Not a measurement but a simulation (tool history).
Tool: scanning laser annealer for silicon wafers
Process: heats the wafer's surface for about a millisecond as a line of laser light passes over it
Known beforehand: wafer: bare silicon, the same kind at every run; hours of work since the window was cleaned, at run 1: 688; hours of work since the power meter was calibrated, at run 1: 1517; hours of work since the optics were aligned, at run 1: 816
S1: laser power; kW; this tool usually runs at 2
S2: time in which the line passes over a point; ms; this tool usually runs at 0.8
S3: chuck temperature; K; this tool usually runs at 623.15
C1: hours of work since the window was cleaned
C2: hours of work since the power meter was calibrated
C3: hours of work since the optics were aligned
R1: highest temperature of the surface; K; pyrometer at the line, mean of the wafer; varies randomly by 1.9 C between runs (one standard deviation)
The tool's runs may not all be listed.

run 1 hour=0 | S1=2 S2=0.8 S3=623.15 | C1=688 C2=1517 C3=816 | R1=1350.15
run 2 hour=58.9 | S1=2 S2=0.8 S3=623.15 | C1=728 C2=1557 C3=856 | R1=1349.15
run 3 hour=109.1 | S1=2 S2=0.8 S3=623.15 | C1=762 C2=1591 C3=890 | R1=1347.15
run 4 hour=180.8 | S1=2 S2=0.8 S3=623.15 | C1=810 C2=1640 C3=939 | R1=1346.15
run 5 hour=212.8 | S1=2 S2=0.8 S3=623.15 | C1=832 C2=1661 C3=960 | R1=1345.15
-- hour=278.2 window over the wafer cleaned
run 6 hour=285.8 | S1=2 S2=0.8 S3=623.15 | C1=5 C2=1709 C3=1008 | R1=1375.15
run 7 hour=348.2 | S1=2 S2=0.8 S3=623.15 | C1=47 C2=1751 C3=1050 | R1=1372.15
run 8 hour=417.6 | S1=2.133 S2=0.8 S3=623.15 | C1=94 C2=1798 C3=1097 | R1=1412.15
run 9 hour=461.6 | S1=2.133 S2=0.8 S3=623.15 | C1=124 C2=1828 C3=1127 | R1=1411.15
run 10 hour=498.2 | S1=2.133 S2=0.8 S3=623.15 | C1=149 C2=1853 C3=1152 | R1=1412.15
run 11 hour=564.4 | S1=2.133 S2=0.8 S3=623.15 | C1=193 C2=1898 C3=1197 | R1=1408.15
run 12 hour=631.6 | S1=2.133 S2=0.8 S3=623.15 | C1=239 C2=1943 C3=1242 | R1=1405.15
run 13 hour=701.1 | S1=2 S2=0.8 S3=623.15 | C1=286 C2=1990 C3=1289 | R1=1361.15
run 14 hour=744.5 | S1=2 S2=0.613 S3=623.15 | C1=315 C2=2019 C3=1318 | R1=1257.15
run 15 hour=813.2 | S1=2 S2=0.613 S3=623.15 | C1=362 C2=2066 C3=1365 | R1=1258.15
run 16 hour=845.1 | S1=2 S2=0.8 S3=623.15 | C1=383 C2=2087 C3=1386 | R1=1354.15
run 17 hour=919.2 | S1=2 S2=0.8 S3=623.15 | C1=433 C2=2137 C3=1437 | R1=1351.15
run 18 hour=976.8 | S1=2 S2=0.8 S3=623.15 | C1=472 C2=2176 C3=1476 | R1=1353.15
run 19 hour=1033.3 | S1=2 S2=0.8 S3=623.15 | C1=511 C2=2215 C3=1514 | R1=1348.15
run 20 hour=1094.1 | S1=1.892 S2=0.855 S3=623.15 | C1=552 C2=2256 C3=1555 | R1=1337.15
run 21 hour=1150.5 | S1=1.892 S2=0.982 S3=622.15 | C1=590 C2=2294 C3=1593 | R1=1389.15
run 22 hour=1187.5 | S1=1.82 S2=0.982 S3=615.15 | C1=615 C2=2319 C3=1618 | R1=1350.15
run 23 hour=1233.8 | S1=1.833 S2=0.836 S3=643.15 | C1=646 C2=2350 C3=1649 | R1=1322.15
run 24 hour=1288.9 | S1=2 S2=0.8 S3=662.15 | C1=683 C2=2387 C3=1687 | R1=1379.15
run 25 hour=1335.7 | S1=2 S2=0.8 S3=662.15 | C1=715 C2=2419 C3=1718 | R1=1381.15
-- hour=1379.9 optics aligned, line set to its width
run 26 hour=1417.6 | S1=2.164 S2=0.8 S3=608.15 | C1=767 C2=2471 C3=26 | R1=1392.15
run 27 hour=1489.5 | S1=2.164 S2=0.8 S3=608.15 | C1=816 C2=2520 C3=74 | R1=1389.15
run 28 hour=1531.9 | S1=2.164 S2=0.8 S3=608.15 | C1=844 C2=2548 C3=103 | R1=1387.15
-- hour=1579.9 window over the wafer cleaned
run 29 hour=1593.3 | S1=2.164 S2=0.8 S3=612.15 | C1=9 C2=2588 C3=143 | R1=1421.15
run 30 hour=1660.1 | S1=2.164 S2=0.8 S3=612.15 | C1=54 C2=2634 C3=188 | R1=1422.15
run 31 hour=1703.9 | S1=2.155 S2=0.644 S3=649.15 | C1=84 C2=2663 C3=218 | R1=1364.15
run 32 hour=1749.1 | S1=2 S2=0.662 S3=629.15 | C1=114 C2=2694 C3=248 | R1=1300.15
run 33 hour=1822.8 | S1=1.848 S2=0.662 S3=649.15 | C1=164 C2=2744 C3=298 | R1=1268.15
run 34 hour=1884.5 | S1=1.857 S2=0.634 S3=588.15 | C1=206 C2=2785 C3=340 | R1=1195.15
run 35 hour=1930.6 | S1=1.857 S2=0.634 S3=588.15 | C1=237 C2=2817 C3=371 | R1=1191.15
run 36 hour=1971.1 | S1=2.023 S2=0.71 S3=623.15 | C1=265 C2=2844 C3=398 | R1=1324.15

Below are 5 alternative next runs, each starting from the tool's condition after run 36. Predict each:
run A hour=2038 | S1=2.197 S2=0.868 S3=605.15 | C1=310 C2=2889 C3=444 | R1=?
run B hour=2038 | S1=1.918 S2=0.585 S3=629.15 | C1=310 C2=2889 C3=444 | R1=?
run C hour=2038 | S1=2.022 S2=0.757 S3=615.15 | C1=310 C2=2889 C3=444 | R1=?
run D hour=2038 | S1=2.023 S2=0.803 S3=643.15 | C1=310 C2=2889 C3=444 | R1=?
run E hour=2038 | S1=2 S2=0.641 S3=608.15 | C1=310 C2=2889 C3=444 | R1=?

run=A R1=1452.15
run=B R1=1228.15
run=C R1=1341.15
run=D R1=1388.15
run=E R1=1263.15
Had the tool no hidden state, the same runs would have come out as:
run=A R1=1480.15
run=B R1=1247.15
run=C R1=1365.15
run=D R1=1412.15
run=E R1=1284.15

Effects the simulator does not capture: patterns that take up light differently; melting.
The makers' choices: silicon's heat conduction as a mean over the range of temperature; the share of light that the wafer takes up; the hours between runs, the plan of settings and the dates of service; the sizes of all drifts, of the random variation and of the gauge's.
